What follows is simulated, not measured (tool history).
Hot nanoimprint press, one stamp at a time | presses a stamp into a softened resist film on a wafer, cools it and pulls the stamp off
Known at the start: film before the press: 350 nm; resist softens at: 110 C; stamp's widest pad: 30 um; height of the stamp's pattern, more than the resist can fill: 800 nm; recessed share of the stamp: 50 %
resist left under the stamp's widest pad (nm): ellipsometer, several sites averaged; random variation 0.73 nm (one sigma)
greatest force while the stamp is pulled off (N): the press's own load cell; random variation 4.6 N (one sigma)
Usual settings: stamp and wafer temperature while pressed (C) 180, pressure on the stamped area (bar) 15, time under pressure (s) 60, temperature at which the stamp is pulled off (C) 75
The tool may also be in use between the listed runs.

run	hour	stamp and wafer temperature while pressed (C)	pressure on the stamped area (bar)	time under pressure (s)	temperature at which the stamp is pulled off (C)	resist left under the stamp's widest pad (nm)	greatest force while the stamp is pulled off (N)
1	0	180	15	60	75	206.7	226
# hour 58.1: press's hydraulic seals changed and the load cell set to zero
2	89.9	180	15	60	75	205.6	228
3	180.4	180	15	60	75	204.7	224
4	265.7	180	15	74	75	190.9	229
5	312.5	180	15	60	76	205.8	217
6	401.3	182	15	60	75	195.2	221
7	482.1	182	15	60	75	194.8	218
8	535.4	180	15	60	75	205.1	225
9	589	180	15	116	75	161.9	223
# hour 644.4: plate thermocouple calibrated
10	664.8	180	15	116	64	161.4	267
11	722.1	180	15	116	64	162.3	270
12	810.6	180	15	116	64	160.4	279
13	866.7	180	15	116	64	162.8	260
14	958.9	180	15	116	64	161.2	258
# hour 981.2: stamp cleaned and given a new release coat
15	1061.8	175	15	116	64	189.2	262
16	1127.8	175	15	116	64	188.4	269
17	1176.8	179	15	60	75	209.6	209
18	1255.1	186	15	60	69	172.3	249
19	1353.9	186	15	33	69	211.5	246
20	1399.3	182	14	31	72	239.6	239
21	1462.2	182	14	31	72	239.2	228
22	1512.3	182	22.1	31	65	207.4	266
# hour 1528: plate thermocouple calibrated
23	1575.3	180	22.5	77	75	158.2	218
# hour 1598.3: press's hydraulic seals changed and the load cell set to zero
24	1680.5	190	22.9	117	78	94.7	213
25	1765.7	190	22.9	117	78	95.4	218
26	1818.5	190	22.9	117	78	95.2	214
27	1889.4	176	22.9	41	72	217.4	234
28	1966.9	179	16.4	41	72	225.1	234
29	2017.2	180	9.9	60	73	230.9	243

5 ways to go on from here, each from the tool as it stands after run 29. What would each give?
A	2082.6	180	9.9	36	73	?	?
B	2082.6	172	9.9	75	63	?	?
C	2082.6	178	15	43	75	?	?
D	2082.6	180	9.7	60	73	?	?
E	2082.6	180	15	71	69	?	?

run	resist left under the stamp's widest pad (nm)	greatest force while the stamp is pulled off (N)
A	261.6	224
B	258	277
C	233.8	237
D	232.6	238
E	190.6	256
Without the tool's hidden state the same runs would have given:
run	resist left under the stamp's widest pad (nm)	greatest force while the stamp is pulled off (N)
A	266.8	221
B	263.2	273
C	238.5	234
D	237.3	235
E	194.4	253
